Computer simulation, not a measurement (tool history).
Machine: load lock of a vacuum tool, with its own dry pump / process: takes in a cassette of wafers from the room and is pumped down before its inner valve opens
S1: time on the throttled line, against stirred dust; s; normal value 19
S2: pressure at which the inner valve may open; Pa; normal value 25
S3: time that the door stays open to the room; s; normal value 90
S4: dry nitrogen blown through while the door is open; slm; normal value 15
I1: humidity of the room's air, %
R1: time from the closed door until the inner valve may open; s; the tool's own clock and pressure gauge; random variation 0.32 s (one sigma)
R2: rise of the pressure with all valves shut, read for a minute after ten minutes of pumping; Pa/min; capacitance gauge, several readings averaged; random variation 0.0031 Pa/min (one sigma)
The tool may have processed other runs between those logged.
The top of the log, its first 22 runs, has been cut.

run	hour	S1	S2	S3	S4	I1	R1	R2
23	2842.8	13	25	27	8	43.1	24.3	0.396
24	3000.9	19	25	57	36	43	28.6	0.4
25	3078.2	21	43	37	6	45.5	29.5	0.421
26	3241.2	21	43	37	6	45	29.6	0.423
27	3323.4	21	43	37	6	48.2	29.9	0.423
28	3412.9	21	23	37	21	42.3	30.2	0.415
# hour 3440: door's seal changed, seat wiped
29	3491.4	16	40	26	17	43.3	25.8	0.033
30	3621.5	22	40	38	36	45.5	30.6	0.033
31	3750.4	22	40	28	12	42.3	30.3	0.035
32	3911.5	22	40	28	12	45.6	30.9	0.039
33	4051.1	18	40	28	12	48	27.3	0.043
34	4221	18	40	28	12	45.5	27.6	0.047
35	4363.9	18	40	28	12	46	27.5	0.043
36	4501.7	18	40	28	12	44.6	27.3	0.044

3 options for the next run, each taken on its own from the tool as it stands now. Forecast them:
A	4600.3	17	40	144	6	48.2	?	?
B	4600.3	18	46	28	12	47.9	?	?
C	4600.3	12	19	88	12	42.7	?	?

run	R1	R2
A	26.9	0.137
B	28	0.046
C	24.2	0.085
The same runs, with their run-to-run variation unchanged, on a tool lacking any hidden condition would have given:
run	R1	R2
A	26.3	0.125
B	27.4	0.034
C	23.5	0.073
